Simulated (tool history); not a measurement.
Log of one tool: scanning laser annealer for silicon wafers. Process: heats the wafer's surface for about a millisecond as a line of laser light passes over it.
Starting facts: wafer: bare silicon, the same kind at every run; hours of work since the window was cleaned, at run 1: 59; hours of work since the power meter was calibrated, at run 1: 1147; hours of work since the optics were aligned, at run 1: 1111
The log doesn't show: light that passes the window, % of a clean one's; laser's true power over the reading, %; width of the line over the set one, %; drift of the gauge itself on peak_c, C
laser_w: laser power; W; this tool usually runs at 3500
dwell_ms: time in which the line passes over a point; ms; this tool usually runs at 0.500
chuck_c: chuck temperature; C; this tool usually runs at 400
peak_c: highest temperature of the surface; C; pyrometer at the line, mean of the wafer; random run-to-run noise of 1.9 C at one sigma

run,hour,laser_w,dwell_ms,chuck_c,hours of work since the window was cleaned,hours of work since the power meter was calibrated,hours of work since the optics were aligned,peak_c
1,0.0,3500,0.500,400,59,1147,1111,1104
2,22.1,3500,0.500,400,72,1161,1125,1104
3,68.9,3500,0.439,400,101,1190,1153,1057
4,96.5,3500,0.439,400,118,1207,1170,1053
5,116.9,3500,0.500,400,130,1219,1183,1103
6,140.6,3500,0.500,400,145,1234,1198,1104
7,173.8,3500,0.509,400,165,1254,1218,1110
8,222.9,3500,0.512,400,196,1285,1248,1108
9,252.1,3784,0.500,400,214,1303,1266,1158
10,292.3,3186,0.500,400,238,1327,1291,1029
11,326.9,3446,0.500,400,260,1349,1312,1083
12,353.6,3500,0.487,400,276,1365,1329,1086
13,392.7,3500,0.410,400,300,1389,1353,1020
# hour 400.8: window over the wafer cleaned
14,425.5,3500,0.410,400,15,1408,1372,1033
15,463.0,3500,0.500,400,38,1431,1395,1106
16,503.2,3500,0.500,400,63,1456,1419,1105
17,545.8,2985,0.556,380,89,1482,1446,1009
18,578.5,3074,0.354,400,109,1502,1466,905
19,600.6,3786,0.354,412,123,1516,1479,1046
20,648.6,3786,0.354,412,152,1545,1509,1044
21,694.4,3771,0.377,400,181,1574,1537,1047
22,738.9,3771,0.377,400,208,1601,1564,1051
23,776.7,3014,0.430,381,231,1624,1588,927
24,800.1,3608,0.500,400,246,1639,1602,1120
25,848.1,3608,0.500,400,275,1668,1632,1118
26,872.0,3608,0.500,400,290,1683,1646,1117
# hour 894.0: window over the wafer cleaned
27,898.7,3545,0.426,432,3,1698,1662,1089
28,928.4,3434,0.411,404,21,1716,1680,1025
29,958.0,3500,0.500,361,39,1735,1698,1067

Branching from run 29: 3 alternative next runs. What would each branch give?
A,999.0,3500,0.500,420,65,1760,1723,?
B,999.0,3266,0.442,437,65,1760,1723,?
C,999.0,2991,0.481,433,65,1760,1723,?

run,peak_c
A,1125
B,1043
C,1012
Had the tool no hidden state, the same runs would have come out as:
run,peak_c
A,1133
B,1049
C,1018

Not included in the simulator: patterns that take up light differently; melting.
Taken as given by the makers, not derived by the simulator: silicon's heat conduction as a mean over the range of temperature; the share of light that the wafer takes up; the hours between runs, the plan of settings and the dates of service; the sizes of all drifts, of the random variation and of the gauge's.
